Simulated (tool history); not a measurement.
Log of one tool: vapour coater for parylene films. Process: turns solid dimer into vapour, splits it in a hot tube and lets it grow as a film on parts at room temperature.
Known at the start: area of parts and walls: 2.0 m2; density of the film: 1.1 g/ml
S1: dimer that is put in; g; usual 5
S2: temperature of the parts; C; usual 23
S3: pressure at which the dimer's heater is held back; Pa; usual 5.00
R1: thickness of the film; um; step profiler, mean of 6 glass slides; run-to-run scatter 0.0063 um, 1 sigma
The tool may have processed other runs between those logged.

run 1 hour=0.0 | S1=5 S2=23 S3=5.00 | R1=1.592
run 2 hour=31.7 | S1=5 S2=23 S3=4.67 | R1=1.610
run 3 hour=67.1 | S1=5 S2=23 S3=4.67 | R1=1.611
run 4 hour=92.5 | S1=5 S2=24 S3=5.00 | R1=1.563
-- hour=111.4 trap's valve overhauled
run 5 hour=130.0 | S1=3 S2=24 S3=5.00 | R1=0.939
run 6 hour=157.6 | S1=3 S2=24 S3=5.00 | R1=0.931
run 7 hour=185.0 | S1=3 S2=24 S3=5.00 | R1=0.936
run 8 hour=218.9 | S1=5 S2=23 S3=3.20 | R1=1.686
run 9 hour=252.8 | S1=5 S2=23 S3=3.20 | R1=1.686
run 10 hour=277.8 | S1=5 S2=23 S3=3.20 | R1=1.682
run 11 hour=307.9 | S1=5 S2=23 S3=3.20 | R1=1.694
run 12 hour=332.6 | S1=7 S2=23 S3=3.20 | R1=2.372
run 13 hour=378.3 | S1=7 S2=23 S3=3.20 | R1=2.364
run 14 hour=403.6 | S1=5 S2=23 S3=5.00 | R1=1.622
run 15 hour=440.6 | S1=5 S2=23 S3=5.00 | R1=1.613
run 16 hour=469.7 | S1=5 S2=23 S3=5.00 | R1=1.620
run 17 hour=513.7 | S1=5 S2=23 S3=5.00 | R1=1.638
run 18 hour=548.6 | S1=5 S2=23 S3=5.00 | R1=1.632
run 19 hour=578.2 | S1=5 S2=23 S3=5.00 | R1=1.629
run 20 hour=617.8 | S1=5 S2=23 S3=5.00 | R1=1.622
run 21 hour=650.6 | S1=5 S2=23 S3=5.89 | R1=1.601
run 22 hour=687.8 | S1=5 S2=23 S3=5.00 | R1=1.636
run 23 hour=714.9 | S1=5 S2=23 S3=5.00 | R1=1.641
run 24 hour=737.0 | S1=5 S2=23 S3=5.00 | R1=1.633
run 25 hour=761.0 | S1=5 S2=23 S3=5.00 | R1=1.643
run 26 hour=796.8 | S1=6 S2=32 S3=4.82 | R1=1.491
run 27 hour=828.1 | S1=6 S2=32 S3=4.82 | R1=1.498
run 28 hour=854.2 | S1=4 S2=20 S3=3.03 | R1=1.513
run 29 hour=885.8 | S1=4 S2=32 S3=2.65 | R1=1.066
run 30 hour=923.2 | S1=2 S2=27 S3=3.80 | R1=0.597
run 31 hour=952.0 | S1=4 S2=23 S3=5.00 | R1=1.315
run 32 hour=995.4 | S1=4 S2=23 S3=5.00 | R1=1.305
run 33 hour=1028.4 | S1=4 S2=23 S3=5.00 | R1=1.318
run 34 hour=1053.4 | S1=4 S2=20 S3=2.68 | R1=1.539
run 35 hour=1086.0 | S1=4 S2=20 S3=2.68 | R1=1.532
run 36 hour=1113.2 | S1=4 S2=20 S3=2.68 | R1=1.535
run 37 hour=1135.6 | S1=7 S2=23 S3=5.70 | R1=2.269
run 38 hour=1162.4 | S1=2 S2=24 S3=5.83 | R1=0.623
run 39 hour=1206.1 | S1=2 S2=24 S3=5.83 | R1=0.632
-- hour=1215.3 gauge calibrated
run 40 hour=1243.3 | S1=8 S2=23 S3=5.00 | R1=2.540
run 41 hour=1269.2 | S1=8 S2=22 S3=8.01 | R1=2.516
run 42 hour=1314.6 | S1=4 S2=23 S3=2.31 | R1=1.388
run 43 hour=1333.7 | S1=8 S2=20 S3=5.00 | R1=2.810
run 44 hour=1377.3 | S1=2 S2=23 S3=4.39 | R1=0.655
run 45 hour=1409.7 | S1=2 S2=23 S3=4.39 | R1=0.658
run 46 hour=1443.5 | S1=2 S2=23 S3=4.39 | R1=0.649
run 47 hour=1475.7 | S1=6 S2=17 S3=7.76 | R1=2.210

Consider 4 possible next runs. They are alternatives, not a sequence: every one starts from the tool as it was left by run 47. What does each give?
run A hour=1508.2 | S1=5 S2=23 S3=6.10 | R1=?
run B hour=1508.2 | S1=5 S2=26 S3=8.66 | R1=?
run C hour=1508.2 | S1=5 S2=23 S3=5.00 | R1=?
run D hour=1508.2 | S1=9 S2=23 S3=5.00 | R1=?

run=A R1=1.587
run=B R1=1.383
run=C R1=1.607
run=D R1=2.894
With the hidden condition removed and each run's random variation left untouched, the same runs would have given:
run=A R1=1.579
run=B R1=1.376
run=C R1=1.599
run=D R1=2.880

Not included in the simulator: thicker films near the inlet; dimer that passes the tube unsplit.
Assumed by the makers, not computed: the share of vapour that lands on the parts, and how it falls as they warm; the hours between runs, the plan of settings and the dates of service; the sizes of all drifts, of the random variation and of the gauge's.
